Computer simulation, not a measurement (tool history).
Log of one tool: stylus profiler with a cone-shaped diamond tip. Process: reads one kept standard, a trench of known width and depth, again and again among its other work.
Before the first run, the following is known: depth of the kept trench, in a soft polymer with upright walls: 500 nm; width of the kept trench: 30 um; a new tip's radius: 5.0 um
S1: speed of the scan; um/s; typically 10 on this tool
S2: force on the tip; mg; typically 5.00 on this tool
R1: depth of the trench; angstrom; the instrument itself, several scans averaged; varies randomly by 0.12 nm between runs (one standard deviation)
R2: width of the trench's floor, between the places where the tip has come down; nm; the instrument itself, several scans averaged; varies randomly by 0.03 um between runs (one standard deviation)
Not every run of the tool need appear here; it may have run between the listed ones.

| run | hour | S1 | S2 | R1 | R2 |
|---|---|---|---|---|---|
| 1 | 0.0 | 10 | 5.00 | 5079.0 | 25610 |
| 2 | 10.0 | 10 | 3.32 | 5059.9 | 25580 |
| 3 | 23.3 | 10 | 9.63 | 5123.2 | 25670 |
| 4 | 39.0 | 10 | 9.63 | 5123.9 | 25590 |
| 5 | 46.8 | 7 | 9.63 | 5120.6 | 25660 |
| 6 | 56.3 | 10 | 5.00 | 5080.6 | 25620 |
| 7 | 64.9 | 10 | 5.00 | 5079.2 | 25640 |
| 8 | 76.6 | 26 | 5.00 | 5076.9 | 25510 |
| 9 | 92.6 | 26 | 5.00 | 5080.9 | 25590 |
| 10 | 104.6 | 26 | 5.00 | 5077.3 | 25620 |
| 11 | 117.5 | 26 | 5.00 | 5077.7 | 25580 |
| 12 | 132.8 | 26 | 5.00 | 5078.1 | 25580 |
| 13 | 145.7 | 26 | 9.43 | 5121.1 | 25620 |

Run 14 is up next; what results do you expect?
| 14 | 157.9 | 10 | 5.00 | ? | ? |

{"run 14": {"R1": 5078.9, "R2": 25610}}
The same run, on a tool lacking any hidden state, would have yielded R1 5079.0 angstrom, R2 25610 nm.
